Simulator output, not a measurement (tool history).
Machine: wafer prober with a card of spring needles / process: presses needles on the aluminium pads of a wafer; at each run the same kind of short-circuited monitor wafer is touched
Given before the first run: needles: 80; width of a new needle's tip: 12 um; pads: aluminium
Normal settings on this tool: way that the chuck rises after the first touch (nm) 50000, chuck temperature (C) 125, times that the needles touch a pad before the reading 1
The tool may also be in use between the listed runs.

| run | hour | way that the chuck rises after the first touch (nm) | chuck temperature (C) | times that the needles touch a pad before the reading | resistance of one needle with its contact and lead (mohm) | way that a needle slides on the pad (nm) |
|---|---|---|---|---|---|---|
| 1 | 0 | 50000 | 125 | 1 | 214 | 7470 |
| 2 | 30.5 | 50000 | 38 | 1 | 226 | 7730 |
| 3 | 49.9 | 50000 | 38 | 1 | 162 | 7550 |
| 4 | 67.2 | 50000 | 38 | 1 | 192 | 7630 |
| 5 | 81.4 | 40000 | 125 | 1 | 237 | 5760 |
| 6 | 100.4 | 50000 | 125 | 1 | 238 | 7520 |
| 7 | 118.5 | 50000 | 125 | 1 | 166 | 7650 |
| 8 | 142.7 | 50000 | 125 | 1 | 229 | 7580 |
| 9 | 163.3 | 50000 | 93 | 1 | 162 | 7500 |
| 10 | 178.1 | 50000 | 93 | 1 | 181 | 7250 |
| 11 | 195 | 50000 | 93 | 1 | 203 | 7550 |
| 12 | 215.7 | 50000 | 125 | 1 | 241 | 7320 |
| 13 | 229.8 | 50000 | 125 | 1 | 256 | 7070 |
| 14 | 245.5 | 50000 | 125 | 1 | 175 | 7170 |
| 15 | 272.2 | 33000 | 41 | 1 | 206 | 4170 |
| 16 | 295.3 | 50000 | 39 | 1 | 261 | 6870 |
| 17 | 321.5 | 50000 | 81 | 1 | 251 | 6910 |
| 18 | 346.2 | 50000 | 81 | 1 | 212 | 6830 |
| 19 | 374 | 31000 | 33 | 3 | 180 | 4940 |
| 20 | 403.8 | 61000 | 95 | 2 | 163 | 9840 |
| 21 | 426.9 | 61000 | 95 | 2 | 151 | 9770 |
| 22 | 444.9 | 61000 | 95 | 2 | 164 | 9960 |
| 23 | 464.8 | 61000 | 95 | 2 | 178 | 9890 |
| 24 | 491.1 | 51000 | 85 | 2 | 191 | 8250 |
| 25 | 522.9 | 51000 | 121 | 2 | 205 | 8050 |

Missing from the log above: 39 entries noted between runs. For each, name the pair of listed runs it sits between and say how the tool's hidden condition differs from the listed run just before to the listed run just after:
From run 1 to run 2: tips cleaned on abrasive film (hour 7.2); tips cleaned on abrasive film (hour 20.4)
  debris on the tips, nm: 47 -> 58.9; way that the needles fall short of the set height, um: 3.61 -> 3.68; tips' diameter, um: 13.26 -> 13.29
  the result without the hidden state subtracted from the measured one, resistance of one needle with its contact and lead (mohm): +64 -> +90; way that a needle slides on the pad (nm): -580 -> -600
From run 2 to run 3: tips cleaned on abrasive film (hour 35.3); tips cleaned on abrasive film (hour 48.3)
  debris on the tips, nm: 58.9 -> 15.6; way that the needles fall short of the set height, um: 3.68 -> 3.79; tips' diameter, um: 13.29 -> 13.33
  the result without the hidden state subtracted from the measured one, resistance of one needle with its contact and lead (mohm): +90 -> +26; way that a needle slides on the pad (nm): -600 -> -610
From run 3 to run 4: tips cleaned on abrasive film (hour 62.9)
  debris on the tips, nm: 15.6 -> 34.3; way that the needles fall short of the set height, um: 3.79 -> 3.82; tips' diameter, um: 13.33 -> 13.34
  the result without the hidden state subtracted from the measured one, resistance of one needle with its contact and lead (mohm): +26 -> +55; way that a needle slides on the pad (nm): -610 -> -620
From run 4 to run 5: tips cleaned on abrasive film (hour 76.3)
  debris on the tips, nm: 34.3 -> 36.5; way that the needles fall short of the set height, um: 3.82 -> 3.87; tips' diameter, um: 13.34 -> 13.35
  the result without the hidden state subtracted from the measured one, resistance of one needle with its contact and lead (mohm): +55 -> +81; way that a needle slides on the pad (nm): -620 -> -620
From run 5 to run 6: tips cleaned on abrasive film (hour 89.8)
  debris on the tips, nm: 36.5 -> 61.3; way that the needles fall short of the set height, um: 3.87 -> 3.91; tips' diameter, um: 13.35 -> 13.37
  the result without the hidden state subtracted from the measured one, resistance of one needle with its contact and lead (mohm): +81 -> +85; way that a needle slides on the pad (nm): -620 -> -640
From run 6 to run 7: tips cleaned on abrasive film (hour 104.1); tips cleaned on abrasive film (hour 118.5)
  debris on the tips, nm: 61.3 -> 7.2; way that the needles fall short of the set height, um: 3.91 -> 4.01; tips' diameter, um: 13.37 -> 13.4
  the result without the hidden state subtracted from the measured one, resistance of one needle with its contact and lead (mohm): +85 -> +13; way that a needle slides on the pad (nm): -640 -> -660
From run 7 to run 8: tips cleaned on abrasive film (hour 133.1)
  debris on the tips, nm: 7.2 -> 54.7; way that the needles fall short of the set height, um: 4.01 -> 4.07; tips' diameter, um: 13.4 -> 13.42
  the result without the hidden state subtracted from the measured one, resistance of one needle with its contact and lead (mohm): +13 -> +78; way that a needle slides on the pad (nm): -660 -> -660
From run 8 to run 9: tips cleaned on abrasive film (hour 148.3); tips cleaned on abrasive film (hour 162.7)
  debris on the tips, nm: 54.7 -> 9.1; way that the needles fall short of the set height, um: 4.07 -> 4.16; tips' diameter, um: 13.42 -> 13.45
  the result without the hidden state subtracted from the measured one, resistance of one needle with its contact and lead (mohm): +78 -> +17; way that a needle slides on the pad (nm): -660 -> -680
From run 9 to run 10: tips cleaned on abrasive film (hour 175.9)
  debris on the tips, nm: 9.1 -> 19.8; way that the needles fall short of the set height, um: 4.16 -> 4.2; tips' diameter, um: 13.45 -> 13.47
  the result without the hidden state subtracted from the measured one, resistance of one needle with its contact and lead (mohm): +17 -> +33; way that a needle slides on the pad (nm): -680 -> -670
From run 10 to run 11: tips cleaned on abrasive film (hour 190.1)
  debris on the tips, nm: 19.8 -> 36.4; way that the needles fall short of the set height, um: 4.2 -> 4.25; tips' diameter, um: 13.47 -> 13.49
  the result without the hidden state subtracted from the measured one, resistance of one needle with its contact and lead (mohm): +33 -> +57; way that a needle slides on the pad (nm): -670 -> -690
From run 11 to run 12: tips cleaned on abrasive film (hour 204.7)
  debris on the tips, nm: 36.4 -> 64.1; way that the needles fall short of the set height, um: 4.25 -> 4.29; tips' diameter, um: 13.49 -> 13.5
  the result without the hidden state subtracted from the measured one, resistance of one needle with its contact and lead (mohm): +57 -> +92; way that a needle slides on the pad (nm): -690 -> -690
From run 12 to run 13: tips cleaned on abrasive film (hour 217.9); height of the first contact set anew (hour 218.2)
  debris on the tips, nm: 64.1 -> 63.5; way that the needles fall short of the set height, um: 4.29 -> 7.24; tips' diameter, um: 13.5 -> 13.51
  the result without the hidden state subtracted from the measured one, resistance of one needle with its contact and lead (mohm): +92 -> +104; way that a needle slides on the pad (nm): -690 -> -1170
From run 13 to run 14: tips cleaned on abrasive film (hour 231.4); tips cleaned on abrasive film (hour 244.3)
  debris on the tips, nm: 63.5 -> 11; way that the needles fall short of the set height, um: 7.24 -> 7.34; tips' diameter, um: 13.51 -> 13.55
  the result without the hidden state subtracted from the measured one, resistance of one needle with its contact and lead (mohm): +104 -> +23; way that a needle slides on the pad (nm): -1170 -> -1200
From run 14 to run 15: tips cleaned on abrasive film (hour 258.5); tips cleaned on abrasive film (hour 271.6)
  debris on the tips, nm: 11 -> 10.2; way that the needles fall short of the set height, um: 7.34 -> 7.44; tips' diameter, um: 13.55 -> 13.59
  the result without the hidden state subtracted from the measured one, resistance of one needle with its contact and lead (mohm): +23 -> +59; way that a needle slides on the pad (nm): -1200 -> -1220
From run 15 to run 16: tips cleaned on abrasive film (hour 285.1)
  debris on the tips, nm: 10.2 -> 64.6; way that the needles fall short of the set height, um: 7.44 -> 7.48; tips' diameter, um: 13.59 -> 13.6
  the result without the hidden state subtracted from the measured one, resistance of one needle with its contact and lead (mohm): +59 -> +123; way that a needle slides on the pad (nm): -1220 -> -1210
From run 16 to run 17: tips cleaned on abrasive film (hour 298.9); tips cleaned on abrasive film (hour 312.4)
  debris on the tips, nm: 64.6 -> 57; way that the needles fall short of the set height, um: 7.48 -> 7.57; tips' diameter, um: 13.6 -> 13.63
  the result without the hidden state subtracted from the measured one, resistance of one needle with its contact and lead (mohm): +123 -> +105; way that a needle slides on the pad (nm): -1210 -> -1230
From run 17 to run 18: tips cleaned on abrasive film (hour 327.5); tips cleaned on abrasive film (hour 341.7)
  debris on the tips, nm: 57 -> 35.7; way that the needles fall short of the set height, um: 7.57 -> 7.66; tips' diameter, um: 13.63 -> 13.66
  the result without the hidden state subtracted from the measured one, resistance of one needle with its contact and lead (mohm): +105 -> +68; way that a needle slides on the pad (nm): -1230 -> -1250
From run 18 to run 19: tips cleaned on abrasive film (hour 356.4); height of the first contact set anew, once more (hour 359.6); tips cleaned on abrasive film (hour 370.3)
  debris on the tips, nm: 35.7 -> 27.5; way that the needles fall short of the set height, um: 7.66 -> 0.06; tips' diameter, um: 13.66 -> 13.69
  the result without the hidden state subtracted from the measured one, resistance of one needle with its contact and lead (mohm): +68 -> +36; way that a needle slides on the pad (nm): -1250 -> -10
From run 19 to run 20: tips cleaned on abrasive film (hour 384.9); tips cleaned on abrasive film (hour 398.7)
  debris on the tips, nm: 27.5 -> 34.5; way that the needles fall short of the set height, um: 0.06 -> 0.14; tips' diameter, um: 13.69 -> 13.72
  the result without the hidden state subtracted from the measured one, resistance of one needle with its contact and lead (mohm): +36 -> +20; way that a needle slides on the pad (nm): -10 -> -20
From run 20 to run 21: tips cleaned on abrasive film (hour 413.1); tips cleaned on abrasive film (hour 426.9)
  debris on the tips, nm: 34.5 -> 8.7; way that the needles fall short of the set height, um: 0.14 -> 0.25; tips' diameter, um: 13.72 -> 13.76
  the result without the hidden state subtracted from the measured one, resistance of one needle with its contact and lead (mohm): +20 -> +7; way that a needle slides on the pad (nm): -20 -> -40
From run 21 to run 22: tips cleaned on abrasive film (hour 441.5)
  debris on the tips, nm: 8.7 -> 28.7; way that the needles fall short of the set height, um: 0.25 -> 0.29; tips' diameter, um: 13.76 -> 13.78
  the result without the hidden state subtracted from the measured one, resistance of one needle with its contact and lead (mohm): +7 -> +17; way that a needle slides on the pad (nm): -40 -> -50
From run 22 to run 23: tips cleaned on abrasive film (hour 455.6)
  debris on the tips, nm: 28.7 -> 58.2; way that the needles fall short of the set height, um: 0.29 -> 0.33; tips' diameter, um: 13.78 -> 13.79
  the result without the hidden state subtracted from the measured one, resistance of one needle with its contact and lead (mohm): +17 -> +33; way that a needle slides on the pad (nm): -50 -> -60
From run 23 to run 24: tips cleaned on abrasive film (hour 469.4); tips cleaned on abrasive film (hour 482.9)
  debris on the tips, nm: 58.2 -> 54.9; way that the needles fall short of the set height, um: 0.33 -> 0.43; tips' diameter, um: 13.79 -> 13.82
  the result without the hidden state subtracted from the measured one, resistance of one needle with its contact and lead (mohm): +33 -> +45; way that a needle slides on the pad (nm): -60 -> -70
From run 24 to run 25: tips cleaned on abrasive film (hour 496.5); tips cleaned on abrasive film (hour 510.9)
  debris on the tips, nm: 54.9 -> 73; way that the needles fall short of the set height, um: 0.43 -> 0.51; tips' diameter, um: 13.82 -> 13.85
  the result without the hidden state subtracted from the measured one, resistance of one needle with its contact and lead (mohm): +45 -> +55; way that a needle slides on the pad (nm): -70 -> -80

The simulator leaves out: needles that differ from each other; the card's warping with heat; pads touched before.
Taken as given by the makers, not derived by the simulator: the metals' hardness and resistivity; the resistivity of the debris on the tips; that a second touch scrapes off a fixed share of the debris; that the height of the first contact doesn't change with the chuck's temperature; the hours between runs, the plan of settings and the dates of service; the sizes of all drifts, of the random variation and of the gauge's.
